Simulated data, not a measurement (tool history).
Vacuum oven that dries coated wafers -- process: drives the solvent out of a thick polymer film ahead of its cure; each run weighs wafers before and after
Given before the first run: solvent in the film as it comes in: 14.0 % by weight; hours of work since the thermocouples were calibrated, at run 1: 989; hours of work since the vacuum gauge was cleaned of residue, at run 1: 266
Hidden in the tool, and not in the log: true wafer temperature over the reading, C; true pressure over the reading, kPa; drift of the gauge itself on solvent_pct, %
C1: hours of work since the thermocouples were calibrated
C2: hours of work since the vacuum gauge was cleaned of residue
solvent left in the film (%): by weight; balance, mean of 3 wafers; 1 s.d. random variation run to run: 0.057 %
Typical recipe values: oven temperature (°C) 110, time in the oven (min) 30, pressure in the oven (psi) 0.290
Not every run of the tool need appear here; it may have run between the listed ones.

Run 1, hour 0.0: usual settings; C1 989; C2 266. Result: solvent left in the film (%) 2.98.
Run 2, hour 22.3: usual settings; C1 1002; C2 279. Result: solvent left in the film (%) 3.07.
Run 3, hour 52.5: usual settings; C1 1019; C2 296. Result: solvent left in the film (%) 3.08.
Run 4, hour 69.9: usual settings; C1 1029; C2 306. Result: solvent left in the film (%) 3.04.
Run 5, hour 87.3: usual settings but oven temperature (°C) 121; C1 1039; C2 316. Result: solvent left in the film (%) 1.63.
Run 6, hour 116.1: usual settings but oven temperature (°C) 121; C1 1056; C2 333. Result: solvent left in the film (%) 1.60.
Run 7, hour 134.8: usual settings but oven temperature (°C) 121; C1 1066; C2 344. Result: solvent left in the film (%) 1.66.
Run 8, hour 156.5: usual settings but oven temperature (°C) 121; C1 1079; C2 356. Result: solvent left in the film (%) 1.57.
Run 9, hour 177.9: usual settings but oven temperature (°C) 121; C1 1091; C2 369. Result: solvent left in the film (%) 1.58.
Run 10, hour 197.5: usual settings but time in the oven (min) 50; C1 1103; C2 380. Result: solvent left in the film (%) 1.95.
At hour 202.0: oven's thermocouples calibrated.
Run 11, hour 225.9: usual settings but time in the oven (min) 50; C1 14; C2 395. Result: solvent left in the film (%) 1.97.
Run 12, hour 252.2: usual settings but time in the oven (min) 50; C1 29; C2 410. Result: solvent left in the film (%) 2.05.
Run 13, hour 276.9: usual settings; C1 43; C2 425. Result: solvent left in the film (%) 3.28.
Run 14, hour 290.9: usual settings; C1 51; C2 433. Result: solvent left in the film (%) 3.18.
Run 15, hour 304.4: usual settings; C1 59; C2 440. Result: solvent left in the film (%) 3.13.
Run 16, hour 332.4: usual settings but time in the oven (min) 37; C1 75; C2 457. Result: solvent left in the film (%) 2.57.
At hour 346.9: oven's thermocouples calibrated, once more.
Run 17, hour 357.5: usual settings but time in the oven (min) 23; C1 6; C2 470. Result: solvent left in the film (%) 3.67.
Run 18, hour 371.5: usual settings but oven temperature (°C) 118; C1 14; C2 478. Result: solvent left in the film (%) 1.74.
Run 19, hour 385.3: usual settings but oven temperature (°C) 103, pressure in the oven (psi) 0.949; C1 22; C2 486. Result: solvent left in the film (%) 7.21.
Run 20, hour 414.6: usual settings but oven temperature (°C) 95, time in the oven (min) 19, pressure in the oven (psi) 0.408; C1 39; C2 503. Result: solvent left in the film (%) 7.78.
Run 21, hour 429.6: usual settings but oven temperature (°C) 95, time in the oven (min) 19, pressure in the oven (psi) 0.408; C1 48; C2 512. Result: solvent left in the film (%) 7.83.
Run 22, hour 444.7: usual settings but time in the oven (min) 40, pressure in the oven (psi) 0.422; C1 56; C2 520. Result: solvent left in the film (%) 2.62.
Run 23, hour 467.5: usual settings but oven temperature (°C) 118, time in the oven (min) 40, pressure in the oven (psi) 0.335; C1 70; C2 533. Result: solvent left in the film (%) 1.53.
Run 24, hour 493.6: usual settings but oven temperature (°C) 107, time in the oven (min) 20, pressure in the oven (psi) 0.393; C1 85; C2 548. Result: solvent left in the film (%) 5.07.
Run 25, hour 523.1: usual settings but oven temperature (°C) 107, time in the oven (min) 20, pressure in the oven (psi) 0.393; C1 102; C2 565. Result: solvent left in the film (%) 5.15.
Run 26, hour 542.8: usual settings but time in the oven (min) 26, pressure in the oven (psi) 0.338; C1 113; C2 577. Result: solvent left in the film (%) 3.47.
Run 27, hour 570.2: usual settings but oven temperature (°C) 113, time in the oven (min) 45, pressure in the oven (psi) 0.564; C1 129; C2 593. Result: solvent left in the film (%) 2.81.
Run 28, hour 597.6: usual settings but oven temperature (°C) 113, time in the oven (min) 45, pressure in the oven (psi) 0.564; C1 145; C2 608. Result: solvent left in the film (%) 2.80.
Run 29, hour 618.5: usual settings but oven temperature (°C) 104, time in the oven (min) 45, pressure in the oven (psi) 0.564; C1 157; C2 620. Result: solvent left in the film (%) 4.18.
Run 30, hour 643.7: usual settings but oven temperature (°C) 118, time in the oven (min) 45, pressure in the oven (psi) 0.766; C1 171; C2 635. Result: solvent left in the film (%) 2.99.
Run 31, hour 673.1: usual settings but oven temperature (°C) 95, time in the oven (min) 36, pressure in the oven (psi) 0.212; C1 188; C2 652. Result: solvent left in the film (%) 4.73.
Run 32, hour 685.7: usual settings but oven temperature (°C) 104, time in the oven (min) 21, pressure in the oven (psi) 0.251; C1 195; C2 659. Result: solvent left in the film (%) 5.05.
Run 33, hour 705.3: usual settings but oven temperature (°C) 112, time in the oven (min) 22, pressure in the oven (psi) 0.207; C1 207; C2 670. Result: solvent left in the film (%) 3.21.
Run 34, hour 735.4: usual settings but time in the oven (min) 43, pressure in the oven (psi) 0.424; C1 224; C2 688. Result: solvent left in the film (%) 2.62.
Run 35, hour 757.2: usual settings but oven temperature (°C) 125, time in the oven (min) 20; C1 237; C2 700. Result: solvent left in the film (%) 1.88.

Describe how what the log doesn't record of the tool's condition differs between the last listed run preceding each entry between runs and the first listed run following it.
After run 10, before run 11: oven's thermocouples calibrated (hour 202.0)
  true wafer temperature over the reading, C: -1.12 -> -1.85; true pressure over the reading, kPa: 0.083 -> 0.086
  difference, measured minus the result without the unlogged condition, solvent left in the film (%): +0.17 -> +0.25
After run 16, before run 17: oven's thermocouples calibrated, once more (hour 346.9)
  true wafer temperature over the reading, C: -1.92 -> 0.38; true pressure over the reading, kPa: 0.096 -> 0.098
  difference, measured minus the result without the unlogged condition, solvent left in the film (%): +0.33 -> -0.02

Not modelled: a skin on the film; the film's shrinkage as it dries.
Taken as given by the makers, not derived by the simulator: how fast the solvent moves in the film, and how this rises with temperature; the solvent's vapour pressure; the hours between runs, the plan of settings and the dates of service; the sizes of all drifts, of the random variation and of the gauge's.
